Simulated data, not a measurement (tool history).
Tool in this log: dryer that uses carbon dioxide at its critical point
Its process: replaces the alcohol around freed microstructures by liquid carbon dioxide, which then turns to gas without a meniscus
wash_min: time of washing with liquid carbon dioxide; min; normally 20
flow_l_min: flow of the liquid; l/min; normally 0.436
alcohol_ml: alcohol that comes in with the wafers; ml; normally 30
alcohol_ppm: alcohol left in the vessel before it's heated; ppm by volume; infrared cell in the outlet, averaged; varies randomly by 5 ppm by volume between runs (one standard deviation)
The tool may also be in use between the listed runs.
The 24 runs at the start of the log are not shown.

| run | day | wash_min | flow_l_min | alcohol_ml | hours of work since the filter was changed | hours of work since the purifier's bed was changed | alcohol_ppm |
|---|---|---|---|---|---|---|---|
| 25 | 11.708 | 20 | 0.436 | 94 | 294 | 96 | 128 |
| 26 | 12.008 | 20 | 0.436 | 70 | 296 | 99 | 110 |
| 27 | 12.4 | 20 | 0.538 | 105 | 299 | 102 | 52 |
| 28 | 13.046 | 20 | 0.538 | 84 | 304 | 107 | 35 |
| 29 | 13.504 | 20 | 0.538 | 60 | 308 | 111 | 46 |
| 30 | 13.85 | 20 | 0.286 | 86 | 311 | 114 | 1058 |
| 31 | 14.133 | 20 | 0.417 | 86 | 313 | 116 | 171 |
| 32 | 14.579 | 21 | 0.278 | 39 | 317 | 119 | 448 |
| 33 | 14.858 | 19 | 0.278 | 21 | 319 | 122 | 376 |
| 34 | 15.4 | 14 | 0.389 | 26 | 323 | 126 | 425 |
| 35 | 15.725 | 14 | 0.389 | 26 | 326 | 129 | 441 |
| 36 | 16.346 | 20 | 0.521 | 30 | 331 | 133 | 44 |
| 37 | 16.679 | 20 | 0.521 | 30 | 334 | 136 | 30 |
| 38 | 17.371 | 30 | 0.436 | 30 | 339 | 142 | 35 |
| 39 | 17.696 | 30 | 0.415 | 30 | 342 | 144 | 25 |
| 40 | 18.171 | 30 | 0.459 | 41 | 345 | 148 | 34 |
| 41 | 18.558 | 18 | 0.436 | 30 | 349 | 151 | 118 |

Predict each of these 3 candidate next runs independently; none follows another, all start after run 41:
| A | 18.838 | 20 | 0.722 | 67 | 351 | 153 | ? |
| B | 18.838 | 14 | 0.436 | 32 | 351 | 153 | ? |
| C | 18.838 | 16 | 0.725 | 30 | 351 | 153 | ? |

| run | alcohol_ppm |
|---|---|
| A | 33 |
| B | 354 |
| C | 37 |
With no hidden state in the tool, these same runs would have given:
| run | alcohol_ppm |
|---|---|
| A | 6 |
| B | 184 |
| C | 6 |

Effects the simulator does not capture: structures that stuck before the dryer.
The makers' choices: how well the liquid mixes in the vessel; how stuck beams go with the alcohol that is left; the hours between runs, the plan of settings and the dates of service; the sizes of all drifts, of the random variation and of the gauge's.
